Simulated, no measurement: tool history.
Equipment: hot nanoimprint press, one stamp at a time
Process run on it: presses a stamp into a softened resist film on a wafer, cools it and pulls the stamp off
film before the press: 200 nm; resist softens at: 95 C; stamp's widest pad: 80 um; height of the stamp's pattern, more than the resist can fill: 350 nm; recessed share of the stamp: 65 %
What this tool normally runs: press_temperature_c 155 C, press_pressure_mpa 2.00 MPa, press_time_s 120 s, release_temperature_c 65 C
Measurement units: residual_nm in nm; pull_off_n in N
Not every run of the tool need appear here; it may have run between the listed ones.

| run | hour | press_temperature_c | press_pressure_mpa | press_time_s | release_temperature_c | residual_nm | pull_off_n |
|---|---|---|---|---|---|---|---|
| 1 | 0.0 | 155 | 2.00 | 120 | 65 | 98.7 | 169 |
| 2 | 17.1 | 155 | 2.00 | 120 | 68 | 98.4 | 158 |
| 3 | 39.3 | 155 | 2.00 | 120 | 68 | 98.9 | 160 |
| 4 | 50.9 | 155 | 2.00 | 120 | 68 | 98.4 | 170 |
|  | 64.7 | stamp cleaned and given a new release coat |
| 5 | 72.8 | 155 | 2.00 | 120 | 68 | 97.3 | 120 |
| 6 | 85.2 | 155 | 2.00 | 120 | 68 | 97.2 | 125 |
| 7 | 110.0 | 155 | 2.00 | 120 | 68 | 100.5 | 125 |
| 8 | 122.0 | 155 | 2.00 | 120 | 68 | 98.8 | 130 |
| 9 | 144.1 | 149 | 2.00 | 120 | 65 | 119.3 | 146 |
| 10 | 157.9 | 149 | 2.00 | 120 | 65 | 120.3 | 144 |
| 11 | 182.1 | 155 | 2.00 | 120 | 65 | 100.4 | 151 |
|  | 199.9 | plate thermocouple calibrated |
| 12 | 208.5 | 151 | 2.00 | 120 | 65 | 117.7 | 161 |
| 13 | 229.6 | 151 | 2.00 | 120 | 65 | 115.7 | 164 |
| 14 | 246.5 | 155 | 2.00 | 120 | 72 | 104.2 | 135 |
| 15 | 259.1 | 155 | 2.00 | 120 | 65 | 101.6 | 171 |
|  | 267.9 | plate thermocouple calibrated, once more |
| 16 | 282.7 | 155 | 2.30 | 62 | 57 | 111.5 | 192 |
| 17 | 305.5 | 155 | 2.30 | 62 | 57 | 112.3 | 198 |
| 18 | 326.6 | 156 | 2.00 | 229 | 53 | 72.0 | 213 |
| 19 | 349.0 | 143 | 1.49 | 154 | 65 | 138.5 | 176 |
|  | 356.1 | stamp cleaned and given a new release coat |
| 20 | 371.7 | 155 | 1.25 | 120 | 72 | 115.1 | 102 |
| 21 | 386.7 | 145 | 2.00 | 197 | 65 | 110.7 | 135 |
| 22 | 397.4 | 145 | 2.00 | 197 | 65 | 111.1 | 133 |
| 23 | 423.7 | 145 | 2.00 | 197 | 53 | 111.6 | 182 |

Run 24 is up next; what results do you expect?
| 24 | 436.5 | 153 | 1.23 | 120 | 61 | ? | ? |

residual_nm: 123.9 nm
pull_off_n: 150 N
Minus the tool's unlogged condition, the same run would have read residual_nm 121.9 nm, pull_off_n 135 N.
